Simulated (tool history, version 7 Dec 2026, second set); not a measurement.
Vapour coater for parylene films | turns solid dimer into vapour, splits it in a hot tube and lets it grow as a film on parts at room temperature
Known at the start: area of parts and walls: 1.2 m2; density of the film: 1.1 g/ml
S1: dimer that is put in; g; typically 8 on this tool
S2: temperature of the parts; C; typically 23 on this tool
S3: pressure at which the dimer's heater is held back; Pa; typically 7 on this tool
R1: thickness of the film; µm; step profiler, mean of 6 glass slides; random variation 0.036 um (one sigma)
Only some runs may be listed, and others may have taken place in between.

run 1 hour=0 | S1=8 S2=23 S3=7 | R1=3.51
run 2 hour=12.3 | S1=8 S2=23 S3=7 | R1=3.52
run 3 hour=25.7 | S1=8 S2=23 S3=7 | R1=3.49
run 4 hour=38.2 | S1=5 S2=23 S3=7 | R1=2.19
run 5 hour=53.5 | S1=3 S2=23 S3=7 | R1=1.31
run 6 hour=67 | S1=8 S2=23 S3=7 | R1=3.51
run 7 hour=74.3 | S1=6 S2=23 S3=7 | R1=2.61
run 8 hour=86.5 | S1=6 S2=23 S3=7 | R1=2.58
run 9 hour=99.2 | S1=6 S2=23 S3=7 | R1=2.62
run 10 hour=114.2 | S1=8 S2=23 S3=7 | R1=3.39
run 11 hour=120.8 | S1=8 S2=20 S3=7 | R1=3.87
run 12 hour=136 | S1=8 S2=29 S3=7 | R1=2.64
run 13 hour=151.6 | S1=8 S2=23 S3=3.69 | R1=3.64
run 14 hour=159.3 | S1=11 S2=23 S3=7 | R1=4.64
run 15 hour=174.6 | S1=11 S2=23 S3=7 | R1=4.67
-- hour=179.6 trap's valve overhauled
run 16 hour=189.7 | S1=11 S2=23 S3=7 | R1=4.47
run 17 hour=205.4 | S1=11 S2=23 S3=7 | R1=4.53
run 18 hour=218.4 | S1=8 S2=29 S3=7 | R1=2.49
run 19 hour=226.7 | S1=8 S2=29 S3=7 | R1=2.5
run 20 hour=234 | S1=8 S2=23 S3=4.17 | R1=3.37
run 21 hour=248.7 | S1=8 S2=23 S3=4.17 | R1=3.33
run 22 hour=258 | S1=8 S2=18 S3=4.17 | R1=4.13
-- hour=264 trap's valve overhauled, once more
run 23 hour=276.1 | S1=8 S2=18 S3=4.17 | R1=4.8
run 24 hour=285.4 | S1=13 S2=18 S3=4.17 | R1=7.9
run 25 hour=298.6 | S1=8 S2=16 S3=7 | R1=5.05
run 26 hour=311.8 | S1=8 S2=16 S3=7 | R1=5.04
run 27 hour=319.8 | S1=4 S2=31 S3=9.13 | R1=1.23
run 28 hour=327.1 | S1=4 S2=31 S3=9.13 | R1=1.28
run 29 hour=336.4 | S1=10 S2=25 S3=9.13 | R1=4.08
run 30 hour=345.2 | S1=8 S2=21 S3=7 | R1=3.97
run 31 hour=361.1 | S1=6 S2=25 S3=2.79 | R1=2.74
run 32 hour=370.4 | S1=14 S2=23 S3=4.99 | R1=6.53
run 33 hour=381.3 | S1=4 S2=16 S3=8.31 | R1=2.44
run 34 hour=388.8 | S1=7 S2=17 S3=7 | R1=4.16
run 35 hour=399.8 | S1=9 S2=31 S3=2.25 | R1=3.14
run 36 hour=413.2 | S1=3 S2=16 S3=3.43 | R1=1.97
run 37 hour=427.3 | S1=10 S2=27 S3=2.05 | R1=4.22
run 38 hour=443.2 | S1=10 S2=20 S3=3.28 | R1=5.5
run 39 hour=459.1 | S1=6 S2=23 S3=7 | R1=2.69
run 40 hour=467 | S1=6 S2=22 S3=7.29 | R1=2.73
run 41 hour=476.2 | S1=6 S2=22 S3=7.29 | R1=2.78
run 42 hour=487.3 | S1=10 S2=33 S3=4.84 | R1=2.92
run 43 hour=501.1 | S1=4 S2=20 S3=4.31 | R1=2.08
run 44 hour=508.7 | S1=8 S2=23 S3=2.02 | R1=3.98
run 45 hour=515.5 | S1=4 S2=33 S3=9.19 | R1=1.09
run 46 hour=527.2 | S1=4 S2=33 S3=9.19 | R1=1.12
run 47 hour=541 | S1=3 S2=19 S3=2.98 | R1=1.67

Below, each run's measurement less what the same run would have read without the hidden state. Both values contain the same run-to-run variation, but the gauge's scatter may not be the same in both:
Hidden conditions of the tool in this case: vapour lost through the trap's worn valve, %; true temperature of the parts over the reading, C; drift of the gauge itself on film_um, %.
run=1 R1=-0.18
run=2 R1=-0.19
run=3 R1=-0.19
run=4 R1=-0.13
run=5 R1=-0.08
run=6 R1=-0.22
run=7 R1=-0.17
run=8 R1=-0.18
run=9 R1=-0.19
run=10 R1=-0.26
run=11 R1=-0.3
run=12 R1=-0.21
run=13 R1=-0.3
run=14 R1=-0.4
run=15 R1=-0.41
run=16 R1=-0.59
run=17 R1=-0.61
run=18 R1=-0.34
run=19 R1=-0.35
run=20 R1=-0.48
run=21 R1=-0.48
run=22 R1=-0.61
run=23 R1=+0
run=24 R1=-0.01
run=25 R1=-0.03
run=26 R1=-0.04
run=27 R1=-0.01
run=28 R1=-0.01
run=29 R1=-0.05
run=30 R1=-0.06
run=31 R1=-0.05
run=32 R1=-0.13
run=33 R1=-0.06
run=34 R1=-0.09
run=35 R1=-0.09
run=36 R1=-0.05
run=37 R1=-0.13
run=38 R1=-0.19
run=39 R1=-0.1
run=40 R1=-0.11
run=41 R1=-0.11
run=42 R1=-0.13
run=43 R1=-0.1
run=44 R1=-0.19
run=45 R1=-0.05
run=46 R1=-0.06
run=47 R1=-0.09

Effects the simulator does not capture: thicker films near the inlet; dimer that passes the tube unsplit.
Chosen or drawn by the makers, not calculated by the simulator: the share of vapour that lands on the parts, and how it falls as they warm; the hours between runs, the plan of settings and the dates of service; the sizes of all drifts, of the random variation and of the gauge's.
